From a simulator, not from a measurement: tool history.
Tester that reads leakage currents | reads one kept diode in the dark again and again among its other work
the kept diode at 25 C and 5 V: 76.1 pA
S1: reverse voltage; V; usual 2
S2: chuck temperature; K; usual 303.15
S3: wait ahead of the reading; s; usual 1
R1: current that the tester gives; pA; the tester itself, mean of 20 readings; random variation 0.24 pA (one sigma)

run	day	S1	S2	S3	R1
1	0	2	303.15	1	73.19
2	5.496	2	303.15	1	72.61
3	16.962	2	303.15	0.51	71.33
4	27.133	2	303.15	0.51	70.44
5	35.767	2	303.15	5.39	68.19
6	45.396	2	303.15	5.39	67.12
7	56.671	2	303.15	5.39	65.96
8	65.204	2	303.15	1	65.79
# day 70.433: chuck's temperature calibrated
9	73.733	2	303.15	1.35	79.71
10	79.362	2	303.15	1.35	78.25
11	86.192	2	303.15	1.35	77.44
12	91.108	2	303.15	1.35	76.88
13	100.162	2	303.15	1	76
14	108.192	2	303.15	8.97	74.28
15	113.992	2	303.15	8.97	73.75
16	123.412	2	303.15	8.97	72.08
17	133.921	2	303.15	8.97	70.87
18	143.646	2	303.15	1	70.41
19	150.046	2	303.15	1	69.36
20	160.983	2	303.15	1	68.37
# day 167.367: chuck's temperature calibrated
21	171.996	2	303.15	1	82.04
22	177.483	5.91	315.15	1	358.89

The next listed run, before its measurement:
23	184.688	7.17	329.15	8.88	?

R1: 1103.66 pA
Without the tool's hidden state the same run would have given R1 1127.7 pA.
